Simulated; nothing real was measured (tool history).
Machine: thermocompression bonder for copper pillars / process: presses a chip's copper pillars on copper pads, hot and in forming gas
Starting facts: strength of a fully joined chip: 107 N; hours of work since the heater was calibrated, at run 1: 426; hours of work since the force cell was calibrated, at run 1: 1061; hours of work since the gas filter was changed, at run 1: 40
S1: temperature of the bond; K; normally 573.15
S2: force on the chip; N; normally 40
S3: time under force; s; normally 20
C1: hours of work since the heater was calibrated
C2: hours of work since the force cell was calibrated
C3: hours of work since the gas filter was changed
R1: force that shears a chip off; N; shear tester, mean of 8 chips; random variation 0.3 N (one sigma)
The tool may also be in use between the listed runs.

run,hour,S1,S2,S3,C1,C2,C3,R1
1,0.0,573.15,40,20,426,1061,40,50.9
2,28.0,573.15,40,20,437,1072,51,51.8
3,68.9,573.15,40,20,453,1089,67,51.6
4,112.7,573.15,40,20,471,1106,85,51.7
5,155.8,573.15,40,20,488,1123,102,51.7
6,187.9,573.15,40,20,501,1136,115,51.4
7,251.6,573.15,40,20,526,1162,141,51.5
8,288.2,573.15,40,15,541,1176,155,46.2
9,351.4,598.15,40,20,566,1202,180,63.3
10,415.9,598.15,40,20,592,1227,206,63.1
11,476.5,598.15,40,20,616,1252,230,63.7
12,518.2,573.15,40,20,633,1268,247,50.7
13,565.2,573.15,40,20,652,1287,266,50.8
14,596.1,573.15,40,20,664,1299,278,51.1
15,636.5,573.15,40,20,680,1316,294,51.7
16,689.9,573.15,59,20,702,1337,316,62.5
17,746.5,573.15,59,20,724,1360,338,62.2
# hour 761.6: heater calibrated with a thermocouple chip
18,778.1,573.15,59,20,7,1371,350,56.4
# hour 805.4: forming gas filter changed
19,831.2,573.15,59,20,28,1392,10,60.1
20,897.5,573.15,59,20,54,1419,37,59.7
21,960.9,573.15,43,22,80,1444,62,52.0
22,1001.0,583.15,27,19,96,1460,78,40.9
23,1035.8,583.15,29,19,109,1474,92,43.3
24,1091.0,575.15,40,20,132,1496,114,49.1
25,1148.2,552.15,40,27,154,1519,137,43.2
26,1196.3,601.15,59,18,174,1538,156,70.8
27,1257.8,601.15,59,18,198,1563,181,70.7
# hour 1274.9: force cell calibrated
28,1297.0,573.15,40,12,213,9,196,41.8
29,1331.4,573.15,40,25,227,23,210,54.1
30,1388.0,551.15,41,59,250,45,232,59.6
31,1433.7,551.15,41,59,268,64,251,59.6
32,1481.2,558.15,40,20,287,83,270,43.2
33,1547.3,573.15,35,20,313,109,296,46.2
34,1592.1,584.15,36,31,331,127,314,60.0
35,1634.8,584.15,36,31,348,144,331,60.0
36,1683.6,584.15,36,31,368,163,351,59.9
# hour 1712.3: forming gas filter changed
37,1717.5,598.15,35,12,381,177,2,51.0
38,1751.0,598.15,30,12,395,190,15,46.0
39,1810.0,558.15,40,11,418,214,39,36.2

For some of the steps in R1 from one run to the next: how much would appear even if the tool had no hidden state, given the settings, what came in and random variation, and how much remains for the hidden state plus any gauge scatter that the measured result and the result without hidden state don't share?
Hidden state at play: true temperature of the bond over the reading, C; force that reaches the chip, % of what is set; oxide that the forming gas leaves, % of the face; drift of the gauge itself on shear_n, %.
Run 8 -> 9: S1 573.15 -> 598.15, S3 15 -> 20. R1 +17.1 N: hidden state -0.6, all else +17.7.
Run 17 -> 18: heater calibrated with a thermocouple chip. R1 -5.8 N: hidden state -5.6, all else -0.2.
Run 18 -> 19: forming gas filter changed. R1 +3.7 N: hidden state +3.2, all else +0.5.
Run 25 -> 26: S1 552.15 -> 601.15, S2 40 -> 59, S3 27 -> 18. R1 +27.6 N: hidden state -1.0, all else +28.6.
Run 27 -> 28: S1 601.15 -> 573.15, S2 59 -> 40, S3 18 -> 12, force cell calibrated. R1 -28.9 N: hidden state +3.0, all else -31.9.

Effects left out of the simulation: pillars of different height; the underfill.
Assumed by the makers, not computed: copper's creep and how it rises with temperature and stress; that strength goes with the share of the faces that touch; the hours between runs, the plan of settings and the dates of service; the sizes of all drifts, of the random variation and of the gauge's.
